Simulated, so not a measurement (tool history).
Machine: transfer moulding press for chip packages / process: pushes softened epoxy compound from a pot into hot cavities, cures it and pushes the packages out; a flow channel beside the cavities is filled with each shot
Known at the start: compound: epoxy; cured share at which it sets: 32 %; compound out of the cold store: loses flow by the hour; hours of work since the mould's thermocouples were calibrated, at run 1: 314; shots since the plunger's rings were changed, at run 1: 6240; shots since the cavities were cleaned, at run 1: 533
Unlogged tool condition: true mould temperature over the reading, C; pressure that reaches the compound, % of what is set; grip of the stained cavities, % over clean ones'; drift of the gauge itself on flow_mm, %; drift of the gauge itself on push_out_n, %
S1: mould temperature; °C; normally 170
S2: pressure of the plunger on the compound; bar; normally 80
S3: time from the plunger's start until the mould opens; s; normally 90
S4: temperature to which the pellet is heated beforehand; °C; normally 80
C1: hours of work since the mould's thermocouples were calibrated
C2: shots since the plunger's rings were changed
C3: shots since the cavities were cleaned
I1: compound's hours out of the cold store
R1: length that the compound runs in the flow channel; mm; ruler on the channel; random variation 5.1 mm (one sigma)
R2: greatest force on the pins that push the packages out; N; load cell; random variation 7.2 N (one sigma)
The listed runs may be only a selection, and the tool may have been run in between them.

Run 1, hour 0: usual settings; C1 314; C2 6240; C3 533; I1 37.7. Result: R1 504 mm, R2 588 N.
Run 2, hour 9.2: usual settings; C1 321; C2 6366; C3 659; I1 9.1. Result: R1 574 mm, R2 664 N.
Run 3, hour 16.6: usual settings; C1 326; C2 6467; C3 760; I1 16.3. Result: R1 551 mm, R2 656 N.
Run 4, hour 22.7: usual settings; C1 331; C2 6551; C3 844; I1 45.4. Result: R1 485 mm, R2 622 N.
Run 5, hour 32.8: usual settings; C1 338; C2 6688; C3 981; I1 30.8. Result: R1 517 mm, R2 635 N.
Run 6, hour 39.3: usual settings; C1 342; C2 6778; C3 1071; I1 32.4. Result: R1 521 mm, R2 673 N.
At hour 42.7: plunger's sealing rings changed.
At hour 46.3: cavities cleaned with cleaning compound and waxed.
Run 7, hour 48.1: usual settings; C1 346; C2 52; C3 24; I1 42.3. Result: R1 528 mm, R2 925 N.
Run 8, hour 54.7: usual settings; C1 351; C2 143; C3 115; I1 29. Result: R1 573 mm, R2 887 N.
Run 9, hour 60.9: usual settings; C1 355; C2 229; C3 201; I1 38.6. Result: R1 545 mm, R2 868 N.
Run 10, hour 70: usual settings; C1 361; C2 353; C3 325; I1 17.4. Result: R1 606 mm, R2 863 N.
Run 11, hour 79.2: usual settings but S1 171 °C; C1 368; C2 478; C3 450; I1 8.2. Result: R1 629 mm, R2 825 N.
Run 12, hour 84: usual settings but S1 171 °C; C1 372; C2 544; C3 516; I1 10.9. Result: R1 625 mm, R2 768 N.
Run 13, hour 89.6: usual settings but S1 171 °C; C1 376; C2 622; C3 594; I1 11.1. Result: R1 605 mm, R2 785 N.
At hour 99.6: cavities cleaned with cleaning compound and waxed, once more.
Run 14, hour 102.1: usual settings but S4 76 °C; C1 383; C2 772; C3 34; I1 12.9. Result: R1 611 mm, R2 349 N.
Run 15, hour 113.4: usual settings but S4 76 °C; C1 391; C2 927; C3 189; I1 12.6. Result: R1 602 mm, R2 476 N.
Run 16, hour 119.7: usual settings but S2 72.8 bar, S3 86 s, S4 86 °C; C1 396; C2 1013; C3 275; I1 24.1. Result: R1 556 mm, R2 527 N.
Run 17, hour 128: usual settings but S2 72.8 bar, S3 86 s, S4 86 °C; C1 402; C2 1127; C3 389; I1 32.6. Result: R1 527 mm, R2 582 N.
Run 18, hour 134.7: usual settings but S2 72.8 bar, S3 86 s, S4 86 °C; C1 407; C2 1219; C3 481; I1 35.7. Result: R1 524 mm, R2 587 N.
Run 19, hour 140.7: usual settings but S1 171 °C, S3 98 s; C1 411; C2 1301; C3 563; I1 24.3. Result: R1 580 mm, R2 512 N.
Run 20, hour 147.8: usual settings but S1 171 °C, S3 98 s; C1 416; C2 1399; C3 661; I1 17. Result: R1 596 mm, R2 559 N.
Run 21, hour 154.8: usual settings but S1 171 °C, S3 98 s; C1 421; C2 1494; C3 756; I1 37.6. Result: R1 549 mm, R2 549 N.
Run 22, hour 159.5: usual settings but S1 178 °C, S2 62.7 bar, S3 126 s, S4 73 °C; C1 424; C2 1558; C3 820; I1 43.4. Result: R1 450 mm, R2 482 N.
Run 23, hour 168.9: usual settings but S1 173 °C, S2 62.7 bar, S3 74 s, S4 87 °C; C1 431; C2 1687; C3 949; I1 30.3. Result: R1 480 mm, R2 806 N.
Run 24, hour 176.5: usual settings but S1 162 °C, S2 72.5 bar, S3 125 s, S4 78 °C; C1 437; C2 1791; C3 1053; I1 43.2. Result: R1 520 mm, R2 625 N.
At hour 182.3: cavities cleaned with cleaning compound and waxed.
Run 25, hour 184.9: usual settings but S1 162 °C, S2 72.5 bar, S3 125 s, S4 78 °C; C1 442; C2 1885; C3 35; I1 16.7. Result: R1 573 mm, R2 315 N.
Run 26, hour 191.8: usual settings but S1 174 °C, S2 66.8 bar, S3 120 s, S4 78 °C; C1 447; C2 1980; C3 130; I1 10.3. Result: R1 544 mm, R2 319 N.
Run 27, hour 198.9: usual settings but S1 174 °C, S2 66.8 bar, S3 120 s, S4 78 °C; C1 452; C2 2078; C3 228; I1 46. Result: R1 463 mm, R2 362 N.
Run 28, hour 207.4: usual settings but S1 174 °C, S2 66.8 bar, S3 120 s, S4 78 °C; C1 458; C2 2194; C3 344; I1 23.9. Result: R1 513 mm, R2 401 N.

Across each entry between runs, compare the hidden state at the last listed run before it with the hidden state at the first listed run after it:
In the gap between runs 6 and 7: plunger's sealing rings changed (hour 42.7); cavities cleaned with cleaning compound and waxed (hour 46.3)
  true mould temperature over the reading, C: -0.35 -> -0.36; pressure that reaches the compound, % of what is set: 83.42 -> 99.32; grip of the stained cavities, % over clean ones': 125.9 -> 206.5
  measured result minus the result with no hidden state, R1: -49 -> -1 mm; R2: +381 -> +628 N
In the gap between runs 13 and 14: cavities cleaned with cleaning compound and waxed, once more (hour 99.6)
  true mould temperature over the reading, C: -0.38 -> -0.39; pressure that reaches the compound, % of what is set: 97.89 -> 97.52; grip of the stained cavities, % over clean ones': 158 -> 11.7
  measured result minus the result with no hidden state, R1: -6 -> -7 mm; R2: +487 -> +45 N
In the gap between runs 24 and 25: cavities cleaned with cleaning compound and waxed (hour 182.3)
  pressure that reaches the compound, % of what is set: 94.94 -> 94.72; grip of the stained cavities, % over clean ones': 126.7 -> 11.5
  measured result minus the result with no hidden state, R1: -13 -> -15 mm; R2: +354 -> +40 N

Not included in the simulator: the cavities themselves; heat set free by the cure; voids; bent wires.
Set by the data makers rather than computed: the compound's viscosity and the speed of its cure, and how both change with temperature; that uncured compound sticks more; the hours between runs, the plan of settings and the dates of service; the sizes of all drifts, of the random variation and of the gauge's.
